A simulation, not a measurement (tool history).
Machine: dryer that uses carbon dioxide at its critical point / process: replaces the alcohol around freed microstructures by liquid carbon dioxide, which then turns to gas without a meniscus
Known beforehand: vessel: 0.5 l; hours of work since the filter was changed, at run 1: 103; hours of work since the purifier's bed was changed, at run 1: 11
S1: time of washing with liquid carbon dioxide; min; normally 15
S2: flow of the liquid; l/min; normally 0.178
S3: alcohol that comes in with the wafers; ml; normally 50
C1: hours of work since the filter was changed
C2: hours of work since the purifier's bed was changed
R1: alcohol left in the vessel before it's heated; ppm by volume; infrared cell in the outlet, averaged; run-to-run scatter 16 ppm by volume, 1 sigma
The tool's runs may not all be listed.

run 1 hour=0 | S1=15 S2=0.178 S3=50 | C1=103 C2=11 | R1=1236
run 2 hour=10.4 | S1=15 S2=0.178 S3=22 | C1=109 C2=17 | R1=516
run 3 hour=20.2 | S1=15 S2=0.178 S3=22 | C1=114 C2=22 | R1=526
run 4 hour=27.4 | S1=15 S2=0.178 S3=22 | C1=118 C2=26 | R1=562
run 5 hour=32 | S1=15 S2=0.254 S3=22 | C1=121 C2=29 | R1=92
run 6 hour=39 | S1=15 S2=0.254 S3=22 | C1=125 C2=33 | R1=100
run 7 hour=46.1 | S1=15 S2=0.254 S3=22 | C1=129 C2=37 | R1=105
run 8 hour=56.5 | S1=15 S2=0.254 S3=22 | C1=134 C2=43 | R1=104
run 9 hour=62.5 | S1=15 S2=0.129 S3=50 | C1=138 C2=46 | R1=3824
run 10 hour=71.8 | S1=15 S2=0.129 S3=50 | C1=143 C2=51 | R1=3967
run 11 hour=81.4 | S1=15 S2=0.178 S3=78 | C1=148 C2=56 | R1=2020
run 12 hour=90.1 | S1=15 S2=0.178 S3=78 | C1=153 C2=61 | R1=1954
run 13 hour=100.8 | S1=15 S2=0.178 S3=78 | C1=159 C2=67 | R1=2028
run 14 hour=109.2 | S1=15 S2=0.178 S3=78 | C1=164 C2=72 | R1=1957
run 15 hour=116.1 | S1=15 S2=0.178 S3=78 | C1=167 C2=75 | R1=2045
run 16 hour=122 | S1=15 S2=0.178 S3=52 | C1=171 C2=79 | R1=1366
run 17 hour=131.6 | S1=15 S2=0.178 S3=52 | C1=176 C2=84 | R1=1403
run 18 hour=137.9 | S1=15 S2=0.178 S3=52 | C1=179 C2=88 | R1=1406
run 19 hour=148 | S1=15 S2=0.178 S3=50 | C1=185 C2=93 | R1=1313
run 20 hour=159.4 | S1=15 S2=0.178 S3=50 | C1=191 C2=99 | R1=1388
run 21 hour=168.9 | S1=15 S2=0.178 S3=50 | C1=197 C2=105 | R1=1377
run 22 hour=177.7 | S1=15 S2=0.178 S3=50 | C1=201 C2=110 | R1=1358
run 23 hour=185.7 | S1=15 S2=0.178 S3=50 | C1=206 C2=114 | R1=1362
run 24 hour=193.8 | S1=15 S2=0.178 S3=50 | C1=210 C2=118 | R1=1392
run 25 hour=202.9 | S1=15 S2=0.178 S3=50 | C1=215 C2=123 | R1=1385
run 26 hour=208.5 | S1=10 S2=0.178 S3=118 | C1=218 C2=127 | R1=13891
run 27 hour=215.5 | S1=10 S2=0.178 S3=118 | C1=222 C2=130 | R1=13385
run 28 hour=222.4 | S1=10 S2=0.178 S3=118 | C1=226 C2=134 | R1=13931
run 29 hour=233.7 | S1=10 S2=0.178 S3=118 | C1=232 C2=140 | R1=13684
run 30 hour=240.9 | S1=15 S2=0.247 S3=50 | C1=236 C2=144 | R1=333
run 31 hour=250.4 | S1=10 S2=0.231 S3=58 | C1=242 C2=150 | R1=3044
run 32 hour=258.5 | S1=12 S2=0.203 S3=58 | C1=246 C2=154 | R1=2443
run 33 hour=264.5 | S1=16 S2=0.203 S3=95 | C1=249 C2=157 | R1=1158
run 34 hour=274.2 | S1=16 S2=0.203 S3=95 | C1=255 C2=163 | R1=1176
run 35 hour=285.1 | S1=16 S2=0.215 S3=80 | C1=261 C2=169 | R1=746
run 36 hour=296.2 | S1=12 S2=0.178 S3=50 | C1=267 C2=175 | R1=3561
run 37 hour=302.2 | S1=18 S2=0.178 S3=50 | C1=270 C2=178 | R1=680
run 38 hour=307.3 | S1=18 S2=0.178 S3=50 | C1=273 C2=181 | R1=690
run 39 hour=316.6 | S1=18 S2=0.178 S3=50 | C1=278 C2=186 | R1=666
run 40 hour=325.9 | S1=17 S2=0.226 S3=30 | C1=283 C2=191 | R1=171
run 41 hour=336.6 | S1=17 S2=0.139 S3=34 | C1=289 C2=197 | R1=1578
run 42 hour=346.3 | S1=17 S2=0.139 S3=34 | C1=295 C2=203 | R1=1596
run 43 hour=352.4 | S1=17 S2=0.139 S3=34 | C1=298 C2=206 | R1=1694
run 44 hour=362.3 | S1=11 S2=0.125 S3=21 | C1=304 C2=212 | R1=4769
run 45 hour=367.6 | S1=9 S2=0.201 S3=37 | C1=306 C2=214 | R1=4605
run 46 hour=374.6 | S1=14 S2=0.2 S3=42 | C1=310 C2=218 | R1=1110

Branching from run 46: 4 alternative next runs. What would each branch give?
run A hour=382.8 | S1=10 S2=0.178 S3=26 | C1=315 C2=223 | R1=?
run B hour=382.8 | S1=12 S2=0.146 S3=50 | C1=315 C2=223 | R1=?
run C hour=382.8 | S1=22 S2=0.255 S3=113 | C1=315 C2=223 | R1=?
run D hour=382.8 | S1=12 S2=0.2 S3=42 | C1=315 C2=223 | R1=?

run=A R1=3285
run=B R1=6616
run=C R1=58
run=D R1=2053
With no hidden state in the tool, these same runs would have given:
run=A R1=2430
run=B R1=4914
run=C R1=16
run=D R1=1369

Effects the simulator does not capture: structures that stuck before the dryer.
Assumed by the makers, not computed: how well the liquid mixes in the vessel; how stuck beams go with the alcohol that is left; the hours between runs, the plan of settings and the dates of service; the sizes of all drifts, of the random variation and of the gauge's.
